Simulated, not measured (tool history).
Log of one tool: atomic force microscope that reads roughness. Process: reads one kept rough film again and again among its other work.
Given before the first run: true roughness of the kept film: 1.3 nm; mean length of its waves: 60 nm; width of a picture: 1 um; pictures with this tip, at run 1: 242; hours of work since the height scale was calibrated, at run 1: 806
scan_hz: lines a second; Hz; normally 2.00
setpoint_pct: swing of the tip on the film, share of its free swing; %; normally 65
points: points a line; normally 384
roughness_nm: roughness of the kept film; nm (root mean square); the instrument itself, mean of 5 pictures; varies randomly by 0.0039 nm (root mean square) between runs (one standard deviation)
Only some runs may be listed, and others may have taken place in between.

run,hour,scan_hz,setpoint_pct,points,pictures with this tip,hours of work since the height scale was calibrated,roughness_nm
1,0.0,2.00,65,384,242,806,1.189
2,25.9,2.00,65,384,275,817,1.182
# hour 54.5: new tip fitted
3,54.5,2.00,65,384,0,829,1.211
4,102.6,2.00,65,384,62,849,1.213
5,135.2,2.00,65,384,105,863,1.203
6,163.1,1.11,65,384,141,874,1.241
7,204.2,2.00,82,384,194,891,1.073
8,246.8,2.00,82,384,250,909,1.066
9,276.5,2.00,65,384,288,922,1.189
# hour 295.4: new tip fitted
10,315.5,2.00,65,384,26,938,1.216
11,357.1,2.00,65,384,81,955,1.212
12,402.4,2.00,65,384,139,974,1.204
13,444.0,2.00,60,384,193,991,1.223
14,490.3,2.00,65,584,254,1011,1.188
15,521.4,2.00,65,584,294,1024,1.187
# hour 535.5: new tip fitted
16,557.8,2.00,65,584,29,1039,1.213
17,612.6,2.00,65,584,100,1061,1.207
18,670.7,2.00,65,584,175,1086,1.205
19,714.8,2.00,65,384,233,1104,1.197
# hour 757.5: height scale calibrated on a step standard
20,772.5,2.00,65,384,306,6,1.166
# hour 776.2: new tip fitted
21,816.9,2.00,65,384,52,25,1.180
22,870.5,2.00,65,351,122,47,1.183
23,908.8,1.41,65,384,172,63,1.203
24,967.0,1.41,65,384,247,87,1.194
25,1012.6,1.41,65,384,307,106,1.198
# hour 1017.8: new tip fitted
26,1048.3,1.41,65,384,39,121,1.218
27,1108.0,3.21,67,524,117,146,1.125
28,1138.9,3.21,67,524,157,159,1.116
29,1167.5,2.92,67,953,194,171,1.125
30,1216.4,2.92,67,260,258,191,1.113
# hour 1257.6: new tip fitted
31,1271.4,2.00,75,384,18,214,1.138
32,1314.8,2.00,75,384,74,232,1.119
33,1352.6,2.92,83,492,123,248,0.983
34,1397.0,2.92,63,754,181,266,1.161
35,1454.8,2.92,63,754,256,290,1.155
# hour 1499.5: new tip fitted
36,1508.2,2.27,63,856,12,313,1.196
37,1563.8,2.27,63,856,84,336,1.198
38,1623.3,0.55,75,839,161,361,1.236
39,1661.3,1.48,65,313,211,376,1.201
40,1714.3,1.48,81,381,280,399,1.115
# hour 1739.8: new tip fitted
41,1740.3,1.48,81,381,1,409,1.136
42,1765.8,1.49,70,728,34,420,1.198
43,1824.7,1.49,70,349,110,444,1.192

Expected results for the next run?
44,1860.3,1.49,70,719,157,459,?

roughness_nm: 1.189 nm (root mean square)
With the hidden condition absent and the run-to-run variation left alone, this run would have shown roughness_nm 1.193 nm (root mean square).

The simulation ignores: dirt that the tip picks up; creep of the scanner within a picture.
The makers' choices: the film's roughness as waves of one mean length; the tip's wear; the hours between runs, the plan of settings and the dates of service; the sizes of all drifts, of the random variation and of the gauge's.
